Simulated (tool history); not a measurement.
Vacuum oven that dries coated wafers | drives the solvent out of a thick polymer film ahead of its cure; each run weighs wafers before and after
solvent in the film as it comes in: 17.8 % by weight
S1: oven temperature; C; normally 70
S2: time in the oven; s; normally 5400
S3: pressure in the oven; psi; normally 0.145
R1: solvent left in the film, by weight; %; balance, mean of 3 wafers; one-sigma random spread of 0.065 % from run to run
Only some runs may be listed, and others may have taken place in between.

run	hour	S1	S2	S3	R1
1	0.0	70	5400	0.145	4.09
2	26.6	70	5400	0.145	4.17
3	69.1	70	5400	0.145	4.21
4	104.1	59	5400	0.145	7.91
5	129.5	59	5400	0.145	7.62
6	152.8	70	5400	0.145	4.17
7	192.4	70	5400	0.145	4.13
8	218.0	70	5400	0.145	4.17
9	245.4	70	5400	0.145	4.18
10	292.6	70	5400	0.145	4.18
11	345.9	76	5400	0.145	2.50
12	392.9	76	5400	0.145	2.41
13	435.0	74	5400	0.145	3.03
14	476.8	74	5400	0.145	3.02
15	520.6	70	5400	0.145	4.19
16	571.7	70	5400	0.145	4.20
17	602.5	70	5400	0.145	4.22
18	657.3	70	5760	0.145	3.82
19	714.1	55	3600	0.145	10.63
20	748.7	78	3240	0.129	4.35
21	779.3	78	3240	0.129	4.32
22	827.2	71	5400	0.160	3.90
23	876.8	71	4380	0.129	4.90
24	927.7	73	9360	0.265	1.52
25	964.8	70	5400	0.200	4.11
26	1017.6	76	4740	0.183	3.17
27	1068.4	68	4080	0.138	6.34
28	1120.1	70	3000	0.093	6.99
29	1153.5	70	3000	0.093	7.03
30	1190.6	70	4920	0.109	4.60
31	1230.4	70	5940	0.109	3.65
32	1279.2	70	5940	0.109	3.65
33	1328.2	70	9120	0.145	1.88
34	1352.0	57	7260	0.145	7.04
35	1393.4	57	7260	0.145	7.20
36	1449.8	70	3720	0.110	6.02

Branching from run 36: 5 alternative next runs. What would each branch give?
A	1480.2	66	3780	0.083	?
B	1480.2	72	3600	0.145	?
C	1480.2	76	6420	0.110	?
D	1480.2	59	9000	0.141	?
E	1480.2	79	3720	0.110	?

run	R1
A	7.18
B	5.72
C	1.74
D	5.28
E	3.26
What these runs would have given with no unlogged condition in the tool:
run	R1
A	7.16
B	5.70
C	1.73
D	5.25
E	3.24
